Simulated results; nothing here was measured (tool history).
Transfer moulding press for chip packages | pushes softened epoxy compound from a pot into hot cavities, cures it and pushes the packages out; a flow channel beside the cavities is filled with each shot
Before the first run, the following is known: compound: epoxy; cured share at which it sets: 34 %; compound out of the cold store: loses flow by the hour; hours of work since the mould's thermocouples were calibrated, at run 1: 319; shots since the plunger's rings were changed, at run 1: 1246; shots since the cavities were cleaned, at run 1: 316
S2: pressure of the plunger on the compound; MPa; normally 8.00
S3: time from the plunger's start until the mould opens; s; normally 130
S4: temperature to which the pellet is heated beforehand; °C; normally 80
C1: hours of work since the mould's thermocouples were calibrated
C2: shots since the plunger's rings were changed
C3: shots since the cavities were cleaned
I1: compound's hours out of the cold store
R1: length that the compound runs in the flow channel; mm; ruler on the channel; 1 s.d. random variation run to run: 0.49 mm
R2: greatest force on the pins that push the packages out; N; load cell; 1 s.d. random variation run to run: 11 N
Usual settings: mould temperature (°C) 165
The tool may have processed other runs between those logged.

{"run": 1, "hour": 0.0, "mould temperature (°C)": 165, "S2": 8.0, "S3": 130, "S4": 80, "C1": 319, "C2": 1246, "C3": 316, "I1": 42.1, "R1": 546.1, "R2": 670}
{"run": 2, "hour": 6.2, "mould temperature (°C)": 165, "S2": 8.0, "S3": 130, "S4": 80, "C1": 324, "C2": 1314, "C3": 384, "I1": 42.1, "R1": 545.9, "R2": 686}
{"run": 3, "hour": 15.1, "mould temperature (°C)": 165, "S2": 8.0, "S3": 124, "S4": 80, "C1": 331, "C2": 1412, "C3": 482, "I1": 14.8, "R1": 618.0, "R2": 804}
{"run": 4, "hour": 20.2, "mould temperature (°C)": 165, "S2": 8.0, "S3": 130, "S4": 80, "C1": 335, "C2": 1468, "C3": 538, "I1": 41.9, "R1": 546.4, "R2": 738}
{"hour": 27.5, "done": "cavities cleaned with cleaning compound and waxed"}
{"run": 5, "hour": 28.3, "mould temperature (°C)": 165, "S2": 8.0, "S3": 117, "S4": 80, "C1": 341, "C2": 1539, "C3": 9, "I1": 17.6, "R1": 609.0, "R2": 611}
{"run": 6, "hour": 34.1, "mould temperature (°C)": 165, "S2": 8.0, "S3": 117, "S4": 80, "C1": 345, "C2": 1603, "C3": 73, "I1": 28.5, "R1": 579.0, "R2": 643}
{"run": 7, "hour": 43.6, "mould temperature (°C)": 165, "S2": 8.0, "S3": 130, "S4": 80, "C1": 353, "C2": 1707, "C3": 177, "I1": 42.9, "R1": 542.8, "R2": 617}
{"run": 8, "hour": 52.2, "mould temperature (°C)": 165, "S2": 8.0, "S3": 130, "S4": 80, "C1": 359, "C2": 1801, "C3": 271, "I1": 41.4, "R1": 546.7, "R2": 639}
{"run": 9, "hour": 56.8, "mould temperature (°C)": 165, "S2": 8.0, "S3": 152, "S4": 80, "C1": 363, "C2": 1851, "C3": 321, "I1": 45.0, "R1": 538.4, "R2": 591}
{"run": 10, "hour": 64.1, "mould temperature (°C)": 165, "S2": 8.0, "S3": 130, "S4": 80, "C1": 369, "C2": 1931, "C3": 401, "I1": 24.2, "R1": 589.7, "R2": 714}
{"run": 11, "hour": 72.9, "mould temperature (°C)": 165, "S2": 8.0, "S3": 130, "S4": 80, "C1": 376, "C2": 2027, "C3": 497, "I1": 10.7, "R1": 626.9, "R2": 751}
{"hour": 83.6, "done": "cavities cleaned with cleaning compound and waxed"}
{"run": 12, "hour": 85.1, "mould temperature (°C)": 165, "S2": 7.0, "S3": 130, "S4": 80, "C1": 384, "C2": 2144, "C3": 16, "I1": 17.9, "R1": 567.0, "R2": 520}
{"run": 13, "hour": 95.8, "mould temperature (°C)": 165, "S2": 7.0, "S3": 130, "S4": 80, "C1": 393, "C2": 2261, "C3": 133, "I1": 44.2, "R1": 503.4, "R2": 592}
{"run": 14, "hour": 105.2, "mould temperature (°C)": 165, "S2": 7.0, "S3": 130, "S4": 80, "C1": 400, "C2": 2364, "C3": 236, "I1": 8.4, "R1": 591.7, "R2": 654}
{"run": 15, "hour": 110.4, "mould temperature (°C)": 165, "S2": 8.0, "S3": 130, "S4": 80, "C1": 404, "C2": 2421, "C3": 293, "I1": 22.9, "R1": 591.1, "R2": 664}
{"run": 16, "hour": 118.5, "mould temperature (°C)": 165, "S2": 8.0, "S3": 130, "S4": 80, "C1": 411, "C2": 2510, "C3": 382, "I1": 20.7, "R1": 597.5, "R2": 694}
{"hour": 125.7, "done": "plunger's sealing rings changed"}
{"run": 17, "hour": 128.7, "mould temperature (°C)": 165, "S2": 8.0, "S3": 133, "S4": 70, "C1": 417, "C2": 33, "C3": 467, "I1": 22.3, "R1": 602.9, "R2": 731}
{"run": 18, "hour": 137.0, "mould temperature (°C)": 165, "S2": 8.0, "S3": 128, "S4": 70, "C1": 423, "C2": 123, "C3": 557, "I1": 25.2, "R1": 594.5, "R2": 782}
{"hour": 142.2, "done": "cavities cleaned with cleaning compound and waxed"}
{"run": 19, "hour": 148.6, "mould temperature (°C)": 165, "S2": 7.24, "S3": 147, "S4": 80, "C1": 431, "C2": 233, "C3": 69, "I1": 40.2, "R1": 528.2, "R2": 499}
{"run": 20, "hour": 153.6, "mould temperature (°C)": 165, "S2": 8.0, "S3": 157, "S4": 87, "C1": 435, "C2": 289, "C3": 125, "I1": 38.9, "R1": 558.3, "R2": 494}
{"run": 21, "hour": 162.1, "mould temperature (°C)": 165, "S2": 8.53, "S3": 157, "S4": 71, "C1": 442, "C2": 381, "C3": 217, "I1": 43.4, "R1": 565.2, "R2": 570}
{"run": 22, "hour": 171.4, "mould temperature (°C)": 159, "S2": 6.84, "S3": 166, "S4": 80, "C1": 449, "C2": 483, "C3": 319, "I1": 14.6, "R1": 588.2, "R2": 653}
{"run": 23, "hour": 180.5, "mould temperature (°C)": 159, "S2": 6.52, "S3": 166, "S4": 80, "C1": 457, "C2": 583, "C3": 419, "I1": 46.9, "R1": 495.6, "R2": 657}
{"run": 24, "hour": 190.9, "mould temperature (°C)": 170, "S2": 8.0, "S3": 160, "S4": 80, "C1": 465, "C2": 696, "C3": 532, "I1": 17.2, "R1": 604.5, "R2": 644}
{"run": 25, "hour": 195.4, "mould temperature (°C)": 170, "S2": 8.0, "S3": 160, "S4": 80, "C1": 468, "C2": 746, "C3": 582, "I1": 42.7, "R1": 539.5, "R2": 646}
{"hour": 198.2, "done": "cavities cleaned with cleaning compound and waxed"}
{"run": 26, "hour": 203.4, "mould temperature (°C)": 161, "S2": 9.32, "S3": 141, "S4": 80, "C1": 474, "C2": 817, "C3": 57, "I1": 19.4, "R1": 664.3, "R2": 575}
{"run": 27, "hour": 211.0, "mould temperature (°C)": 158, "S2": 6.03, "S3": 116, "S4": 70, "C1": 480, "C2": 900, "C3": 140, "I1": 39.1, "R1": 495.3, "R2": 1098}
{"run": 28, "hour": 221.5, "mould temperature (°C)": 171, "S2": 7.66, "S3": 130, "S4": 80, "C1": 488, "C2": 1015, "C3": 255, "I1": 28.2, "R1": 559.4, "R2": 554}
{"run": 29, "hour": 230.5, "mould temperature (°C)": 169, "S2": 8.0, "S3": 130, "S4": 73, "C1": 495, "C2": 1113, "C3": 353, "I1": 25.6, "R1": 581.6, "R2": 603}

Branching from run 29: 3 alternative next runs. What would each branch give?
{"run": "A", "hour": 235.5, "mould temperature (°C)": 165, "S2": 8.0, "S3": 134, "S4": 80, "C1": 499, "C2": 1168, "C3": 408, "I1": 41.8, "R1": "?", "R2": "?"}
{"run": "B", "hour": 235.5, "mould temperature (°C)": 170, "S2": 8.22, "S3": 141, "S4": 73, "C1": 499, "C2": 1168, "C3": 408, "I1": 18.5, "R1": "?", "R2": "?"}
{"run": "C", "hour": 235.5, "mould temperature (°C)": 171, "S2": 9.33, "S3": 130, "S4": 83, "C1": 499, "C2": 1168, "C3": 408, "I1": 33.5, "R1": "?", "R2": "?"}

run=A R1=548.5 R2=691
run=B R1=606.4 R2=615
run=C R1=602.2 R2=631
What these runs would have given with no unlogged condition in the tool:
run=A R1=550.9 R2=470
run=B R1=609.2 R2=428
run=C R1=605.1 R2=438

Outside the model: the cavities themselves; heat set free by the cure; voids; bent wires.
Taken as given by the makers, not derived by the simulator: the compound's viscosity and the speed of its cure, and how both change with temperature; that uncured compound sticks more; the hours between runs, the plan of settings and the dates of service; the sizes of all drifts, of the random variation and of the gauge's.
